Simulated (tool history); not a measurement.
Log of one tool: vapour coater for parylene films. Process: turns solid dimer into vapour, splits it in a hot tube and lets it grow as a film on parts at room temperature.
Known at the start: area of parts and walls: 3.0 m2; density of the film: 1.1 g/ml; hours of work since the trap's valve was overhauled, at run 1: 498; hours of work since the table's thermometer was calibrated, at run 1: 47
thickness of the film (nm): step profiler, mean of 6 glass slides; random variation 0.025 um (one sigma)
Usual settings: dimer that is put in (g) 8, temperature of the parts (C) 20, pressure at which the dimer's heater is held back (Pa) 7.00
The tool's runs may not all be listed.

run	day	dimer that is put in (g)	temperature of the parts (C)	pressure at which the dimer's heater is held back (Pa)	hours of work since the trap's valve was overhauled	hours of work since the table's thermometer was calibrated	thickness of the film (nm)
1	0.000	8	20	7.00	498	47	1560
2	0.371	8	20	4.06	505	54	1750
# day 0.567: trap's valve overhauled
3	1.075	5	20	7.00	9	63	1160
4	1.562	8	20	7.00	18	72	1840
5	2.183	8	20	7.00	29	83	1890
6	2.742	8	20	10.51	39	93	1760
7	3.004	8	20	10.51	44	98	1760
8	3.600	8	20	4.48	54	109	1880
9	4.217	4	20	7.00	66	120	920
10	4.704	4	20	7.00	74	128	920
11	5.333	8	20	7.00	86	140	1810
12	5.675	8	20	7.00	92	146	1800
13	6.021	8	20	7.00	98	152	1790
14	6.362	8	20	7.00	104	158	1790
15	6.988	8	20	7.00	115	169	1770
16	7.254	8	20	7.00	120	174	1820
17	7.533	8	20	7.00	125	179	1800
18	8.096	8	20	7.00	135	189	1770
19	8.450	8	20	7.00	142	196	1760
20	9.025	8	20	7.00	152	206	1800
21	9.462	8	20	7.00	160	214	1750
22	9.983	6	15	11.37	169	223	1490
23	10.304	9	29	10.83	175	229	1400
24	10.596	4	15	8.13	180	234	1050
25	11.004	6	32	2.16	188	242	1030
26	11.333	8	20	2.02	193	248	2080
27	11.833	8	20	11.94	202	257	1630
28	12.417	8	21	7.00	213	267	1640
29	12.775	6	19	2.09	219	274	1600
30	13.171	6	19	4.49	226	281	1410
31	13.433	4	22	2.71	231	285	920
32	13.788	8	12	8.30	238	292	2250
33	14.154	8	12	8.30	244	298	2250
34	14.671	13	20	4.30	253	308	3020
35	15.125	13	20	4.30	262	316	3000
36	15.700	7	20	2.77	272	326	1660
37	16.183	7	20	2.77	281	335	1720
38	16.483	5	18	4.29	286	340	1210
39	16.842	4	20	7.00	292	347	870

3 ways to go on from here, each from the tool as it stands after run 39. What would each give?
A	17.292	4	22	7.00	301	355	?
B	17.292	4	31	7.00	301	355	?
C	17.292	13	20	7.00	301	355	?

run	thickness of the film (nm)
A	820
B	620
C	2810
Without the tool's hidden state the same runs would have given:
run	thickness of the film (nm)
A	880
B	660
C	3020
